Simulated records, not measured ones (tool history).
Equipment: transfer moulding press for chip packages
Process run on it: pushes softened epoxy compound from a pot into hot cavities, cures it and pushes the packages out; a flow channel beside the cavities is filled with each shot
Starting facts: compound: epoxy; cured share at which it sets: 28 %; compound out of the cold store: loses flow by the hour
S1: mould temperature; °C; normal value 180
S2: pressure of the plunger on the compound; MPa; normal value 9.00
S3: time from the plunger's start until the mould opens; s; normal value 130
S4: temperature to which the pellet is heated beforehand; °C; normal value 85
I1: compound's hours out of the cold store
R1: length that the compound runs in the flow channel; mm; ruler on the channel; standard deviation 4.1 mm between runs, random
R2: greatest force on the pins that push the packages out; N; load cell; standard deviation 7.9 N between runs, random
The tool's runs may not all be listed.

run    hour   S1     S2   S3  S4    I1    R1   R2
  1     0.0  180   9.00  130  85  26.0   913  714
  2    53.0  180   9.00  130  85  35.0   868  556
  3   122.2  180   9.00  130  89  28.1   890  766
  4   202.8  180   9.00  130  92  28.7   881  719
  5   286.8  180   9.00  130  92  38.8   856  684
  6   369.2  182   9.00  130  92  13.4   944  566
  7   437.9  180   9.00  130  89  47.9   808  404
  8   485.4  180   9.00  130  85  38.5   840  664
  9   565.1  180   9.00  130  85  30.8   867  608
 10   638.4  180   9.00  130  85  39.9   844  418
 11   710.5  180   9.00  115  85  44.7   822  806
 12   752.0  178   9.00  115  85  43.2   846  651
 13   808.8  180   9.00  130  81  18.2   925  770
 14   867.9  180   9.00  130  81  34.0   862  621
 15   942.1  180   9.00  130  81   9.3   967  449
 16  1004.9  180   9.00  130  85  10.4   990  728
 17  1063.5  180  10.17  136  94  20.3   987  564
 18  1127.6  182   9.00  130  84  26.9   886  716
 19  1202.7  182   9.00  130  84  20.1   920  687
 20  1260.1  187   8.41  117  85  17.1   878  542
 21  1296.6  185   7.15  124  85  34.5   752  659
 22  1339.0  185  10.79  124  77  12.0  1049  347
 23  1405.0  185   7.76  167  80  12.8   885  633
 24  1479.4  185   7.76  167  80  37.4   768  566
 25  1555.6  180   7.89  130  85  10.3   897  486
 26  1638.0  180   9.00  130  90  19.5   914  344
 27  1720.7  182   9.00  130  90  37.6   849  709

Not shown here: 24 entries made in the log between runs. Locate each between two listed runs and compare the hidden state at the listed run before it with the hidden state at the listed run after it:
Runs 1 to 2: cavities cleaned with cleaning compound and waxed (hour 28.3)
  true mould temperature over the reading, C: -1.2 -> -1.27; pressure that reaches the compound, % of what is set: 98.8 -> 98.08; grip of the stained cavities, % over clean ones': 108.4 -> 58.7
  measured less the result without the state, R1: +0 -> -4 mm; R2: +376 -> +214 N
Runs 3 to 4: cavities cleaned with cleaning compound and waxed (hour 130.2)
  true mould temperature over the reading, C: -1.38 -> -1.5; pressure that reaches the compound, % of what is set: 97.03 -> 95.87; grip of the stained cavities, % over clean ones': 119.5 -> 108.9
  measured less the result without the state, R1: -7 -> -12 mm; R2: +425 -> +385 N
Runs 4 to 5: cavities cleaned with cleaning compound and waxed (hour 226.7); plunger's sealing rings changed (hour 275.1)
  true mould temperature over the reading, C: -1.5 -> -1.62; pressure that reaches the compound, % of what is set: 95.87 -> 98.9; grip of the stained cavities, % over clean ones': 108.9 -> 96.5
  measured less the result without the state, R1: -12 -> +2 mm; R2: +385 -> +344 N
Runs 5 to 6: mould's thermocouples calibrated (hour 301.0); cavities cleaned with cleaning compound and waxed (hour 332.9)
  true mould temperature over the reading, C: -1.62 -> -0.27; pressure that reaches the compound, % of what is set: 98.9 -> 97.68; grip of the stained cavities, % over clean ones': 96.5 -> 76.3
  measured less the result without the state, R1: +2 -> -10 mm; R2: +344 -> +249 N
Runs 6 to 7: cavities cleaned with cleaning compound and waxed (hour 430.2)
  true mould temperature over the reading, C: -0.27 -> -0.38; pressure that reaches the compound, % of what is set: 97.68 -> 96.71; grip of the stained cavities, % over clean ones': 76.3 -> 19.2
  measured less the result without the state, R1: -10 -> -13 mm; R2: +249 -> +67 N
Runs 8 to 9: cavities cleaned with cleaning compound and waxed (hour 528.3)
  true mould temperature over the reading, C: -0.45 -> -0.57; pressure that reaches the compound, % of what is set: 95.96 -> 94.86; grip of the stained cavities, % over clean ones': 92.7 -> 77.5
  measured less the result without the state, R1: -16 -> -21 mm; R2: +321 -> +268 N
Runs 9 to 10: plunger's sealing rings changed (hour 620.3); cavities cleaned with cleaning compound and waxed (hour 631.0)
  true mould temperature over the reading, C: -0.57 -> -0.67; pressure that reaches the compound, % of what is set: 94.86 -> 99.45; grip of the stained cavities, % over clean ones': 77.5 -> 19.4
  measured less the result without the state, R1: -21 -> +0 mm; R2: +268 -> +71 N
Runs 11 to 12: cavities cleaned with cleaning compound and waxed (hour 727.9)
  true mould temperature over the reading, C: -0.78 -> -0.83; pressure that reaches the compound, % of what is set: 98.3 -> 97.71; grip of the stained cavities, % over clean ones': 112.2 -> 59.9
  measured less the result without the state, R1: -4 -> -7 mm; R2: +437 -> +258 N
Runs 13 to 14: cavities cleaned with cleaning compound and waxed (hour 829.7)
  true mould temperature over the reading, C: -0.92 -> -1; pressure that reaches the compound, % of what is set: 96.85 -> 95.94; grip of the stained cavities, % over clean ones': 116.7 -> 76.4
  measured less the result without the state, R1: -11 -> -14 mm; R2: +423 -> +273 N
Runs 14 to 15: cavities cleaned with cleaning compound and waxed (hour 930.5)
  true mould temperature over the reading, C: -1 -> -1.12; pressure that reaches the compound, % of what is set: 95.94 -> 94.85; grip of the stained cavities, % over clean ones': 76.4 -> 26.5
  measured less the result without the state, R1: -14 -> -20 mm; R2: +273 -> +102 N
Runs 15 to 16: plunger's sealing rings changed (hour 965.0)
  true mould temperature over the reading, C: -1.12 -> -1.19; pressure that reaches the compound, % of what is set: 94.85 -> 98.9; grip of the stained cavities, % over clean ones': 26.5 -> 106.9
  measured less the result without the state, R1: -20 -> +0 mm; R2: +102 -> +384 N
Runs 16 to 17: cavities cleaned with cleaning compound and waxed (hour 1034.2)
  true mould temperature over the reading, C: -1.19 -> -1.27; pressure that reaches the compound, % of what is set: 98.9 -> 97.95; grip of the stained cavities, % over clean ones': 106.9 -> 66.6
  measured less the result without the state, R1: +0 -> -5 mm; R2: +384 -> +231 N
Runs 18 to 19: cavities cleaned with cleaning compound and waxed (hour 1134.6)
  true mould temperature over the reading, C: -1.37 -> -1.48; pressure that reaches the compound, % of what is set: 96.94 -> 95.84; grip of the stained cavities, % over clean ones': 119.8 -> 106.3
  measured less the result without the state, R1: -8 -> -13 mm; R2: +395 -> +365 N
Runs 19 to 20: cavities cleaned with cleaning compound and waxed (hour 1233.9)
  true mould temperature over the reading, C: -1.48 -> -1.56; pressure that reaches the compound, % of what is set: 95.84 -> 95.04; grip of the stained cavities, % over clean ones': 106.3 -> 60.3
  measured less the result without the state, R1: -13 -> -17 mm; R2: +365 -> +212 N
Runs 21 to 22: plunger's sealing rings changed (hour 1311.7); cavities cleaned with cleaning compound and waxed (hour 1339.0)
  true mould temperature over the reading, C: -1.62 -> -1.67; pressure that reaches the compound, % of what is set: 94.45 -> 99.1; grip of the stained cavities, % over clean ones': 102 -> 2.1
  measured less the result without the state, R1: -17 -> +3 mm; R2: +338 -> +13 N
Runs 23 to 24: cavities cleaned with cleaning compound and waxed (hour 1436.7); mould's thermocouples calibrated (hour 1470.6)
  true mould temperature over the reading, C: -1.77 -> 0.05; pressure that reaches the compound, % of what is set: 98.06 -> 96.96; grip of the stained cavities, % over clean ones': 105.7 -> 80.3
  measured less the result without the state, R1: -2 -> -12 mm; R2: +327 -> +253 N
Runs 24 to 25: cavities cleaned with cleaning compound and waxed (hour 1538.3)
  true mould temperature over the reading, C: 0.05 -> -0.05; pressure that reaches the compound, % of what is set: 96.96 -> 95.81; grip of the stained cavities, % over clean ones': 80.3 -> 43.1
  measured less the result without the state, R1: -12 -> -19 mm; R2: +253 -> +147 N
Runs 25 to 26: cavities cleaned with cleaning compound and waxed (hour 1638.0)
  true mould temperature over the reading, C: -0.05 -> -0.16; pressure that reaches the compound, % of what is set: 95.81 -> 94.57; grip of the stained cavities, % over clean ones': 43.1 -> 0.2
  measured less the result without the state, R1: -19 -> -25 mm; R2: +147 -> +1 N
Runs 26 to 27: plunger's sealing rings changed (hour 1660.4)
  true mould temperature over the reading, C: -0.16 -> -0.27; pressure that reaches the compound, % of what is set: 94.57 -> 98.62; grip of the stained cavities, % over clean ones': 0.2 -> 114.4
  measured less the result without the state, R1: -25 -> -5 mm; R2: +1 -> +381 N

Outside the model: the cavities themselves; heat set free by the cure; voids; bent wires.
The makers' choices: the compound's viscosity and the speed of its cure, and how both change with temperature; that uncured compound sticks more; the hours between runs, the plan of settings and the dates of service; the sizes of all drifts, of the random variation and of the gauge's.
